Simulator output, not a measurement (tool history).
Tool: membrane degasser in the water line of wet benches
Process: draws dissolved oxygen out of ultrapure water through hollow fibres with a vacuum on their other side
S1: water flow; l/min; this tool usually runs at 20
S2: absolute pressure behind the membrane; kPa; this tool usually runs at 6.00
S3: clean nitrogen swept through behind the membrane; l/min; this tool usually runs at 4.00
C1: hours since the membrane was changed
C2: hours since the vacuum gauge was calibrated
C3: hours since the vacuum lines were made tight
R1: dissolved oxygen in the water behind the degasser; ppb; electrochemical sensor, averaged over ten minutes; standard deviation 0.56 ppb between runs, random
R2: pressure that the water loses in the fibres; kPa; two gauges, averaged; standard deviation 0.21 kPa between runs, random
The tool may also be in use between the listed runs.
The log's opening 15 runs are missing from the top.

run    hour  S1     S2     S3    C1    C2    C3     R1     R2
 16  3111.2  20  12.68   4.00  3456  6799   329  127.0  46.81
 17  3232.1  21   4.07   4.00  3577  6920   450   28.8  49.73
 18  3347.3  21   4.07   4.00  3692  7035   566   29.5  49.45
 19  3572.0  21   4.07   4.00  3917  7260   790   28.8  49.84
 20  3805.8  21   9.66   3.24  4151  7493  1024  115.6  49.52
     3833.2  -- vacuum gauge calibrated
 21  3941.5  21   4.44   3.24  4286   108  1159   37.3  49.56
 22  4133.5  22   6.00   4.00  4478   300  1351   59.6  51.68
 23  4287.5  22   6.00   4.00  4632   454  1505   59.5  52.04
 24  4437.7  16   6.00   8.65  4782   605  1656   16.4  37.72
 25  4592.4  25   4.49   4.00  4937   759  1810   59.2  58.88
 26  4843.5  25   4.49   4.00  5188  1010  2061   59.8  58.98
 27  5091.7  21   3.64   1.82  5436  1258  2309   30.0  49.62
 28  5351.0  21   3.64   1.82  5695  1518  2569   29.6  49.68
 29  5485.0  21   3.64   1.82  5829  1652  2703   29.3  49.77
 30  5688.0  16   3.64   4.21  6032  1855  2906    8.0  37.73
 31  5841.4  13   6.79  10.10  6186  2008  3059   12.7  30.68
 32  6107.7  13   6.79  10.10  6452  2275  3326   12.6  30.43

3 options for the next run, each taken on its own from the tool as it stands now. Forecast them:
     6177.9  -- seals of the vacuum lines changed
  A  6326.1  12   6.79  10.10  6668  2491  148   ?   ?
     6177.9  -- seals of the vacuum lines changed
  B  6326.1  13   4.47   3.33  6668  2491  148   ?   ?
     6177.9  -- seals of the vacuum lines changed
  C  6326.1  19  13.24   3.08  6668  2491  148   ?   ?

run     R1     R2
  A   10.7  28.45
  B   13.1  30.66
  C  160.3  45.10
Without the tool's hidden state the same runs would have given:
run     R1     R2
  A   10.7  28.43
  B   13.1  30.64
  C  160.2  45.07
